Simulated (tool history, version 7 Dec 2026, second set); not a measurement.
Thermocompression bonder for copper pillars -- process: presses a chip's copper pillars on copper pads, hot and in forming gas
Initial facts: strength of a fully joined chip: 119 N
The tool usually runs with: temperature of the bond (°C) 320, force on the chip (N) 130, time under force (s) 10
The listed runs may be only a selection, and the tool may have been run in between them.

run	hour	temperature of the bond (°C)	force on the chip (N)	time under force (s)	force that shears a chip off (N)
1	0.0	320	130	10	73.5
2	6.5	320	130	10	72.8
3	11.2	320	130	10	72.6
4	17.1	320	130	10	73.5
5	24.7	320	130	10	72.6
6	28.8	320	130	21	87.7
7	35.4	320	130	21	87.6
8	44.3	320	130	10	72.4
9	50.9	320	130	10	76.2
10	58.4	320	130	10	75.6
11	65.0	294	194	10	73.4
12	71.0	294	194	10	73.2
13	76.9	320	178	24	102.3
14	85.1	333	173	17	101.9
15	91.4	312	152	12	79.5
16	99.8	345	106	16	91.7
17	109.1	345	106	16	92.5
18	113.2	308	95	7	51.0
19	120.4	320	96	10	65.6

Withheld: 1 entry from between the runs. Position of each, and hidden state at the listed run before versus the listed run after:
Between runs 8 and 9: forming gas filter changed (hour 45.7)
  oxide that the forming gas leaves, % of the face: 5.04 -> 0.63
  what was measured, less what the result would be without the hidden state, force that shears a chip off (N): -1.9 -> +1.5

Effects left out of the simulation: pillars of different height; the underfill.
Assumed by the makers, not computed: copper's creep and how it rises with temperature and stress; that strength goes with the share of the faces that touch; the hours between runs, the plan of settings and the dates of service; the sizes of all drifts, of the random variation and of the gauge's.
